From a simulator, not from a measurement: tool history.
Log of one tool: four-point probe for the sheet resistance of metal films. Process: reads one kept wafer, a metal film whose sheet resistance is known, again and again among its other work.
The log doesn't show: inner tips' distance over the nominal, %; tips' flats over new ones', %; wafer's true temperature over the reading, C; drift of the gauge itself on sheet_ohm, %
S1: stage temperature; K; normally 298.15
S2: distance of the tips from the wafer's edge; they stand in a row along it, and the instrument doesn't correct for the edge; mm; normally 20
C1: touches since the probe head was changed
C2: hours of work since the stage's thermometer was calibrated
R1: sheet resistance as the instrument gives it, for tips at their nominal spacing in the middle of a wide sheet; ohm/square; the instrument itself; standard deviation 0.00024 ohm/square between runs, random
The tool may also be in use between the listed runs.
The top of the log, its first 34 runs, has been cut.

run	day	S1	S2	C1	C2	R1
35	65.646	293.15	39	4887	227	1.209468
36	67.529	293.15	39	6853	262	1.209050
37	69.671	300.15	47	9082	302	1.204177
38	71.338	298.15	7	10823	334	1.211538
39	72.792	305.15	34	12340	361	1.201413
40	75.121	292.15	9	14768	404	1.211990
41	76.242	302.15	20	15934	425	1.203165
42	78.250	302.15	20	18029	463	1.202891
43	79.933	298.15	10	19784	494	1.207119
44	81.121	295.15	26	21023	516	1.206982
45	83.617	301.15	26	23622	563	1.202944

Each row is a separate what-if for the run after 45, all from the same tool condition, not one after another. Results?
A	85.908	298.15	13	26013	606	?
B	85.908	292.15	4	26013	606	?
C	85.908	304.15	64	26013	606	?

run	R1
A	1.205688
B	1.223764
C	1.200012
With no hidden state in the tool, these same runs would have given:
run	R1
A	1.209474
B	1.227610
C	1.203774
